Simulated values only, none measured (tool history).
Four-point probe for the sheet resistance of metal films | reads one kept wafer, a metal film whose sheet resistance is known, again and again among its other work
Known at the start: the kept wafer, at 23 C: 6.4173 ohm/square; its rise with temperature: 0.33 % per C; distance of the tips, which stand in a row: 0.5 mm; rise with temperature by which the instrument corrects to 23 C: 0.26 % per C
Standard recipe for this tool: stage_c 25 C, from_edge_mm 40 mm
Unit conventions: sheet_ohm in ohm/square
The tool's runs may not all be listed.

run	hour	stage_c	from_edge_mm	sheet_ohm
1	0.0	25	40	6.414873
2	31.1	25	40	6.412030
3	71.7	25	40	6.412919
4	99.1	25	40	6.414240
5	131.1	25	40	6.415124
6	170.5	25	40	6.411688
7	205.0	25	40	6.411139
8	236.5	25	40	6.414656
9	253.4	29	40	6.433249
10	277.0	29	40	6.432785
11	311.2	29	40	6.430912
12	331.4	29	40	6.433747
13	349.0	29	40	6.434448
14	372.0	29	40	6.432819
15	395.0	29	40	6.433217
16	422.1	29	40	6.434188
17	461.3	25	5	6.445805
18	496.8	19	5	6.418214
19	536.6	19	5	6.417521
20	554.1	19	5	6.419966
21	585.7	19	5	6.418555
22	625.2	25	10	6.425876
23	662.1	26	20	6.422142
24	688.8	26	11	6.428312
25	712.5	23	16	6.409963
26	740.3	25	68	6.417612
27	776.7	28	68	6.431749
28	814.4	29	5	6.469707
29	850.2	29	5	6.471022
30	872.6	25	9	6.429124
31	910.4	23	30	6.409427
32	941.9	31	40	6.446411
33	970.0	31	7	6.466299
34	1004.7	22	24	6.403982
35	1042.6	22	10	6.414588
36	1077.0	23	8	6.423320
37	1115.5	23	8	6.421982
38	1135.8	22	12	6.409545
39	1156.1	22	12	6.409808
40	1181.0	22	12	6.409564
41	1204.4	25	38	6.420017
42	1237.8	26	43	6.424657
43	1259.8	28	23	6.436767
44	1279.3	25	67	6.419948

Put back what was entered between runs (2 entries, withheld): which listed runs does each sit between, and how does the hidden state differ from the listed run before to the listed run after?
Between runs 13 and 14: stage's thermometer calibrated (hour 352.4)
  inner tips' distance over the nominal, %: -0.182 -> -0.179; wafer's true temperature over the reading, C: -0.04 -> -0.06
  difference, measured minus the result without the unlogged condition, sheet_ohm: -0.013498 -> -0.013776 ohm/square
Between runs 20 and 21: stage's thermometer calibrated, once more (hour 561.7)
  inner tips' distance over the nominal, %: -0.162 -> -0.159; wafer's true temperature over the reading, C: -0.07 -> 0
  difference, measured minus the result without the unlogged condition, sheet_ohm: -0.012855 -> -0.011053 ohm/square

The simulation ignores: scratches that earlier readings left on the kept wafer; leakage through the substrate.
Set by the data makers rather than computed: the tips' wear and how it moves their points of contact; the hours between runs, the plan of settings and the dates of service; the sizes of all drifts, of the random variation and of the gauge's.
